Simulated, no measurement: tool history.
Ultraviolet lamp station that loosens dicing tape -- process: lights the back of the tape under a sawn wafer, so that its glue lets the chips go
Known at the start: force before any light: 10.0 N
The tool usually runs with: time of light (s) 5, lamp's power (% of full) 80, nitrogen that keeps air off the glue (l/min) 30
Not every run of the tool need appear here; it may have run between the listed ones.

| run | hour | time of light (s) | lamp's power (% of full) | nitrogen that keeps air off the glue (l/min) | force that peels the tape off (N) | light that reached the tape (J/m2) |
|---|---|---|---|---|---|---|
| 1 | 0.0 | 5 | 80 | 30 | 1.516 | 3380 |
| 2 | 10.3 | 5 | 80 | 30 | 1.478 | 3420 |
| 3 | 23.3 | 5 | 80 | 30 | 1.517 | 3400 |
| 4 | 31.6 | 5 | 80 | 30 | 1.551 | 3410 |
| 5 | 38.0 | 5 | 80 | 11 | 2.426 | 3420 |
| 6 | 53.3 | 5 | 80 | 11 | 2.454 | 3380 |
| 7 | 65.8 | 5 | 80 | 11 | 2.427 | 3340 |
| 8 | 80.5 | 5 | 80 | 11 | 2.433 | 3340 |
| 9 | 88.2 | 5 | 80 | 30 | 1.543 | 3350 |
| 10 | 101.9 | 5 | 90 | 30 | 1.279 | 3750 |
| 11 | 113.2 | 5 | 80 | 30 | 1.618 | 3320 |
| 12 | 122.7 | 5 | 80 | 37 | 1.458 | 3270 |
| 13 | 137.4 | 5 | 80 | 30 | 1.607 | 3330 |
| 14 | 144.4 | 10 | 80 | 30 | 0.419 | 6540 |
| 15 | 156.5 | 10 | 80 | 30 | 0.449 | 6500 |
| 16 | 169.6 | 5 | 80 | 40 | 1.450 | 3200 |
| 17 | 184.1 | 5 | 80 | 40 | 1.489 | 3280 |
| 18 | 193.7 | 5 | 80 | 23 | 1.928 | 3230 |
| 19 | 207.1 | 5 | 80 | 23 | 1.901 | 3200 |
| 20 | 216.1 | 5 | 80 | 30 | 1.699 | 3220 |
| 21 | 226.3 | 5 | 80 | 30 | 1.706 | 3190 |
| 22 | 239.8 | 6 | 93 | 21 | 1.142 | 4460 |
| 23 | 248.8 | 6 | 93 | 21 | 1.176 | 4450 |
| 24 | 256.9 | 6 | 85 | 19 | 1.388 | 4020 |
| 25 | 270.2 | 5 | 62 | 30 | 2.575 | 2450 |
| 26 | 283.9 | 5 | 62 | 30 | 2.531 | 2470 |
| 27 | 290.5 | 5 | 70 | 15 | 2.836 | 2740 |
| 28 | 303.6 | 5 | 76 | 11 | 2.935 | 2970 |
|  | 305.3 | window cleaned of glue's vapour |
| 29 | 317.5 | 3 | 80 | 33 | 3.640 | 1740 |
| 30 | 326.7 | 3 | 61 | 33 | 4.634 | 1330 |
| 31 | 337.1 | 5 | 86 | 30 | 1.806 | 3080 |
| 32 | 344.4 | 5 | 86 | 30 | 1.846 | 3070 |
| 33 | 352.8 | 3 | 80 | 30 | 3.709 | 1700 |
| 34 | 359.7 | 5 | 67 | 12 | 3.573 | 2360 |
| 35 | 374.2 | 5 | 67 | 12 | 3.582 | 2360 |
|  | 383.4 | window cleaned of glue's vapour, once more |
| 36 | 386.8 | 3 | 78 | 30 | 3.224 | 2030 |
| 37 | 395.0 | 9 | 72 | 35 | 0.512 | 5670 |
| 38 | 405.4 | 9 | 72 | 35 | 0.526 | 5570 |
| 39 | 418.7 | 3 | 67 | 30 | 3.721 | 1750 |
| 40 | 425.6 | 2 | 69 | 13 | 6.064 | 1190 |
| 41 | 437.0 | 5 | 80 | 25 | 1.618 | 3480 |
| 42 | 443.7 | 5 | 80 | 25 | 1.651 | 3500 |

Pick out some run-to-run changes in force that peels the tape off (N). Of each, how much would a tool without hidden state show as well, from the settings, what came in and chance, and how much is left for the hidden state and any gauge scatter not in both results compared?
The hidden state here: lamp's light, % of a new lamp's; light that the window lets through, % of a clean one's; drift of the gauge itself on peel_n, %; drift of the gauge itself on dose_mj_cm2, %.
Run 28 -> 29: time of light (s) 5 -> 3, lamp's power (% of full) 76 -> 80, nitrogen that keeps air off the glue (l/min) 11 -> 33, window cleaned of glue's vapour. force that peels the tape off (N) +0.705: hidden state +0.310, all else +0.395.
Run 30 -> 31: time of light (s) 3 -> 5, lamp's power (% of full) 61 -> 86, nitrogen that keeps air off the glue (l/min) 33 -> 30. force that peels the tape off (N) -2.828: hidden state -0.307, all else -2.521.
Run 35 -> 36: time of light (s) 5 -> 3, lamp's power (% of full) 67 -> 78, nitrogen that keeps air off the glue (l/min) 12 -> 30, window cleaned of glue's vapour, once more. force that peels the tape off (N) -0.358: hidden state -0.733, all else +0.375.
Run 38 -> 39: time of light (s) 9 -> 3, lamp's power (% of full) 72 -> 67, nitrogen that keeps air off the glue (l/min) 35 -> 30. force that peels the tape off (N) +3.195: hidden state +0.284, all else +2.911.
Run 40 -> 41: time of light (s) 2 -> 5, lamp's power (% of full) 69 -> 80, nitrogen that keeps air off the glue (l/min) 13 -> 25. force that peels the tape off (N) -4.446: hidden state -0.069, all else -4.377.
